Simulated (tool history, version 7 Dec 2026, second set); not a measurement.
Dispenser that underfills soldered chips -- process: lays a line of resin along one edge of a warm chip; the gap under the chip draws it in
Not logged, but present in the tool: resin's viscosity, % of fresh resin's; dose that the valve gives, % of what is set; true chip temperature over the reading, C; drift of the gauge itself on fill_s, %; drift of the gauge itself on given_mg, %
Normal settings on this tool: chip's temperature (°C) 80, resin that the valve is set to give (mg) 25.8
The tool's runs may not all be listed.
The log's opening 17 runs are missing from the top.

run	hour	chip's temperature (°C)	resin that the valve is set to give (mg)	hours of work since the syringe was changed	hours of work since the valve was cleaned	hours of work since the stage was calibrated	time until the resin shows at the far edge (s)	resin that the valve gave (mg)
18	108	89	25.8	8	52	297	58.7	24.97
# hour 112.3: new syringe of resin
# hour 115.2: dispensing valve cleaned and set on the balance
19	116.6	89	25.8	2	1	302	39.6	25.69
20	124.6	80	31.6	8	7	308	97	31.38
# hour 128.1: new syringe of resin
21	128.5	81	23.6	0	10	311	47.4	23.39
22	132.7	81	23.6	3	13	314	62.3	23.43
23	138.4	84	28.7	8	17	318	74.5	28
# hour 142.6: new syringe of resin
24	142.6	84	28.7	0	20	321	40.3	28.21
25	150.2	86	23.9	6	25	327	57.6	23.39
26	155.1	86	23.9	9	29	330	79.1	23.31
# hour 157.2: new syringe of resin
27	161.4	82	27.3	3	33	335	55.1	26.64
28	169.2	73	26.1	9	39	340	134.2	25.36
# hour 171.5: new syringe of resin
29	173.7	90	25	2	42	343	35.2	24.18
30	182.6	90	29.5	8	49	350	58.8	28.52
# hour 186.1: new syringe of resin
31	188.2	84	23.7	2	53	354	46.1	22.83

Run 32 has not been measured yet. What should we expect?
32	192	82	28.8	4	55	357	?	?

time until the resin shows at the far edge (s): 62.5
resin that the valve gave (mg): 27.61
The same run, on a tool lacking any hidden state, would have yielded time until the resin shows at the far edge (s) 48.1, resin that the valve gave (mg) 28.73.
